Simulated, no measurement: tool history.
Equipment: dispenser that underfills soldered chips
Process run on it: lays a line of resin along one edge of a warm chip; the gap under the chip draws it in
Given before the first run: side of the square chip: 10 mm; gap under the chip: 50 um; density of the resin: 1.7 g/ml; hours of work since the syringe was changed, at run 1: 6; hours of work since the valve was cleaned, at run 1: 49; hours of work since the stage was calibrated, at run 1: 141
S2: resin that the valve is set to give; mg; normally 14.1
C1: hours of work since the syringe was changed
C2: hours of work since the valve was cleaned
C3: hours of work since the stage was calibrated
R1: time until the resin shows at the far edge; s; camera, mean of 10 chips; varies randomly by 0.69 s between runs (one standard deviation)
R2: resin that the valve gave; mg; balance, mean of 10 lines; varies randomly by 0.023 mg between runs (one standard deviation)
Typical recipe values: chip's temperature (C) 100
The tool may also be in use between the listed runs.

run 1 hour=0.0 | chip's_temperature_(C)=100 S2=14.1 | C1=6 C2=49 C3=141 | R1=88.6 R2=13.83
-- hour=0.9 new syringe of resin
run 2 hour=4.3 | chip's_temperature_(C)=106 S2=14.1 | C1=3 C2=52 C3=144 | R1=54.1 R2=13.76
-- hour=9.7 new syringe of resin
run 3 hour=11.0 | chip's_temperature_(C)=113 S2=14.1 | C1=1 C2=57 C3=149 | R1=36.3 R2=13.74
run 4 hour=16.9 | chip's_temperature_(C)=113 S2=14.1 | C1=6 C2=62 C3=154 | R1=49.9 R2=13.76
-- hour=18.3 new syringe of resin
run 5 hour=23.9 | chip's_temperature_(C)=113 S2=14.1 | C1=4 C2=67 C3=159 | R1=46.1 R2=13.71
-- hour=26.7 new syringe of resin
run 6 hour=32.0 | chip's_temperature_(C)=101 S2=12.4 | C1=4 C2=73 C3=165 | R1=76.9 R2=12.04
-- hour=35.0 new syringe of resin
run 7 hour=36.5 | chip's_temperature_(C)=112 S2=17.5 | C1=1 C2=77 C3=168 | R1=38.0 R2=16.92
run 8 hour=42.9 | chip's_temperature_(C)=95 S2=14.0 | C1=6 C2=82 C3=173 | R1=112.7 R2=13.54
-- hour=43.8 new syringe of resin
-- hour=47.3 dispensing valve cleaned and set on the balance
run 9 hour=48.1 | chip's_temperature_(C)=96 S2=12.0 | C1=3 C2=1 C3=176 | R1=85.8 R2=12.06
-- hour=53.4 new syringe of resin
run 10 hour=55.9 | chip's_temperature_(C)=85 S2=14.4 | C1=2 C2=6 C3=182 | R1=137.5 R2=14.40

Forecast each of these 4 alternatives for the next run:
run A hour=60.7 | chip's_temperature_(C)=89 S2=13.0 | C1=6 C2=10 C3=186 | R1=? R2=?
run B hour=60.7 | chip's_temperature_(C)=113 S2=12.2 | C1=6 C2=10 C3=186 | R1=? R2=?
run C hour=60.7 | chip's_temperature_(C)=106 S2=14.6 | C1=6 C2=10 C3=186 | R1=? R2=?
run D hour=60.7 | chip's_temperature_(C)=101 S2=12.7 | C1=6 C2=10 C3=186 | R1=? R2=?

run=A R1=150.2 R2=12.98
run=B R1=51.4 R2=12.18
run=C R1=67.3 R2=14.55
run=D R1=83.9 R2=12.67
Take away the tool's hidden state, keep each run's random variation, and the runs would have read:
run=A R1=105.6 R2=13.01
run=B R1=35.8 R2=12.20
run=C R1=47.2 R2=14.59
run=D R1=58.8 R2=12.70
